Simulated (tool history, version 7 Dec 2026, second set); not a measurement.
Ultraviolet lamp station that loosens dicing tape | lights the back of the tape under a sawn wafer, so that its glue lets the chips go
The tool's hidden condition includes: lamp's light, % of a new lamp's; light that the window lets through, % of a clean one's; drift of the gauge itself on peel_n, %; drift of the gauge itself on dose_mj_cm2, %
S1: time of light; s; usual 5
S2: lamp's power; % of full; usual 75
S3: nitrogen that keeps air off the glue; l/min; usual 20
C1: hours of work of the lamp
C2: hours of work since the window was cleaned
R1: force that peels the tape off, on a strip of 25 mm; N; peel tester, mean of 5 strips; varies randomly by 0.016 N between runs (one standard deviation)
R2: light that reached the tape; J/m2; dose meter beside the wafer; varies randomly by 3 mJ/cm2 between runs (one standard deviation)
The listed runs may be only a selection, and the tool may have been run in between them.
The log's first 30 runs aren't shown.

run	day	S1	S2	S3	C1	C2	R1	R2
31	8.750	5	98	7	147	43	1.083	5220
32	9.054	7	92	20	151	47	0.328	6850
33	9.400	2	75	26	155	52	3.050	1580
34	9.650	2	75	26	159	55	3.130	1630
35	9.904	8	98	11	162	58	0.334	8250
36	10.262	8	98	11	166	63	0.350	8280
37	10.517	5	75	9	170	66	1.524	3920
38	10.717	5	97	9	172	69	0.947	5050
39	11.058	5	97	9	177	73	0.969	5050
40	11.462	5	75	14	182	79	1.192	3930
41	11.658	3	92	16	185	81	1.819	2900
42	11.862	4	79	30	187	84	1.071	3270
43	12.171	6	75	8	191	88	1.198	4650

Below are 3 alternative next runs, each starting from the tool's condition after run 43. Predict each:
A	12.521	8	64	33	196	92	?	?
B	12.521	5	62	34	196	92	?	?
C	12.521	6	75	35	196	92	?	?

run	R1	R2
A	0.435	5320
B	1.126	3170
C	0.527	4630
Take away the tool's hidden state, keep each run's random variation, and the runs would have read:
run	R1	R2
A	0.349	6070
B	0.885	3620
C	0.411	5290

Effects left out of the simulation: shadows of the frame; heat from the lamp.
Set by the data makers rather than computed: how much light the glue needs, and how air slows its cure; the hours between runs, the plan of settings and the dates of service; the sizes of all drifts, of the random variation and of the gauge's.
